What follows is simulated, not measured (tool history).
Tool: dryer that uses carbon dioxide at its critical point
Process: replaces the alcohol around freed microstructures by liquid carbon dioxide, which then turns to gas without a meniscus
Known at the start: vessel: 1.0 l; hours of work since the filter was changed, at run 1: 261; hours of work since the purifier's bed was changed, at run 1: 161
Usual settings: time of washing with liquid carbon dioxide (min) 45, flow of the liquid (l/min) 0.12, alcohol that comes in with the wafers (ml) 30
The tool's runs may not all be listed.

| run | hour | time of washing with liquid carbon dioxide (min) | flow of the liquid (l/min) | alcohol that comes in with the wafers (ml) | hours of work since the filter was changed | hours of work since the purifier's bed was changed | alcohol left in the vessel before it's heated (ppm by volume) |
|---|---|---|---|---|---|---|---|
| 1 | 0 | 45 | 0.12 | 30 | 261 | 161 | 768 |
| 2 | 21.1 | 45 | 0.12 | 30 | 272 | 171 | 791 |
|  | 35.3 | inlet filter changed |
| 3 | 38.9 | 45 | 0.12 | 30 | 2 | 180 | 678 |
| 4 | 49.8 | 45 | 0.12 | 30 | 7 | 185 | 687 |
| 5 | 71.9 | 45 | 0.12 | 30 | 18 | 197 | 721 |
| 6 | 84 | 45 | 0.12 | 30 | 25 | 203 | 697 |
| 7 | 107.8 | 45 | 0.12 | 30 | 37 | 215 | 697 |
| 8 | 126.9 | 45 | 0.12 | 30 | 46 | 224 | 714 |
| 9 | 138.8 | 45 | 0.12 | 30 | 52 | 230 | 737 |
| 10 | 152 | 45 | 0.12 | 30 | 59 | 237 | 739 |
| 11 | 172.5 | 57 | 0.12 | 30 | 69 | 247 | 311 |
| 12 | 192.9 | 45 | 0.095 | 30 | 79 | 257 | 1626 |
| 13 | 203.5 | 52 | 0.12 | 30 | 85 | 263 | 435 |
| 14 | 226.3 | 45 | 0.12 | 38 | 96 | 274 | 952 |
| 15 | 241.3 | 45 | 0.12 | 38 | 104 | 282 | 960 |
| 16 | 260.2 | 45 | 0.12 | 38 | 113 | 291 | 972 |
| 17 | 277.1 | 41 | 0.12 | 38 | 122 | 300 | 1348 |
| 18 | 297.6 | 45 | 0.12 | 30 | 132 | 310 | 806 |
| 19 | 312.2 | 45 | 0.12 | 30 | 139 | 318 | 769 |
| 20 | 323.4 | 45 | 0.12 | 30 | 145 | 323 | 794 |
| 21 | 347.1 | 45 | 0.12 | 30 | 157 | 335 | 785 |
| 22 | 366.3 | 45 | 0.12 | 30 | 167 | 345 | 815 |
| 23 | 390.4 | 45 | 0.12 | 30 | 179 | 357 | 803 |
| 24 | 408.7 | 45 | 0.12 | 30 | 188 | 366 | 801 |
| 25 | 426.3 | 30 | 0.202 | 43 | 197 | 375 | 672 |
| 26 | 437.2 | 30 | 0.202 | 43 | 202 | 381 | 690 |
| 27 | 459.3 | 30 | 0.202 | 43 | 214 | 392 | 701 |
| 28 | 483.7 | 30 | 0.202 | 43 | 226 | 404 | 722 |
| 29 | 499.2 | 64 | 0.164 | 50 | 234 | 412 | 155 |
| 30 | 518.3 | 64 | 0.164 | 50 | 243 | 421 | 159 |
| 31 | 528.2 | 64 | 0.164 | 50 | 248 | 426 | 156 |
| 32 | 552.5 | 36 | 0.179 | 88 | 261 | 439 | 1108 |
| 33 | 568.9 | 36 | 0.179 | 88 | 269 | 447 | 1119 |
| 34 | 585.7 | 36 | 0.179 | 88 | 277 | 455 | 1116 |
|  | 588.2 | inlet filter changed |
| 35 | 597 | 34 | 0.179 | 88 | 4 | 461 | 1181 |
| 36 | 612.2 | 52 | 0.083 | 28 | 12 | 468 | 1537 |
| 37 | 623.9 | 50 | 0.112 | 30 | 18 | 474 | 697 |
| 38 | 645.2 | 45 | 0.134 | 28 | 29 | 485 | 528 |
| 39 | 662.4 | 55 | 0.134 | 24 | 37 | 493 | 279 |
| 40 | 684.7 | 30 | 0.073 | 30 | 49 | 505 | 6462 |
| 41 | 706.4 | 45 | 0.072 | 25 | 60 | 516 | 2855 |
| 42 | 720.4 | 35 | 0.147 | 55 | 67 | 523 | 1565 |
| 43 | 737 | 35 | 0.147 | 55 | 75 | 531 | 1561 |
| 44 | 756.6 | 32 | 0.161 | 30 | 85 | 541 | 894 |
| 45 | 780.9 | 45 | 0.161 | 48 | 97 | 553 | 441 |
| 46 | 793.5 | 45 | 0.161 | 48 | 103 | 560 | 436 |

Forecast each of these 3 alternatives for the next run:
| A | 806.7 | 45 | 0.094 | 30 | 110 | 566 | ? |
| B | 806.7 | 34 | 0.161 | 48 | 110 | 566 | ? |
| C | 806.7 | 71 | 0.161 | 48 | 110 | 566 | ? |

| run | alcohol left in the vessel before it's heated (ppm by volume) |
|---|---|
| A | 1801 |
| B | 1102 |
| C | 176 |
Without the tool's hidden state the same runs would have given:
| run | alcohol left in the vessel before it's heated (ppm by volume) |
|---|---|
| A | 1512 |
| B | 849 |
| C | 18 |
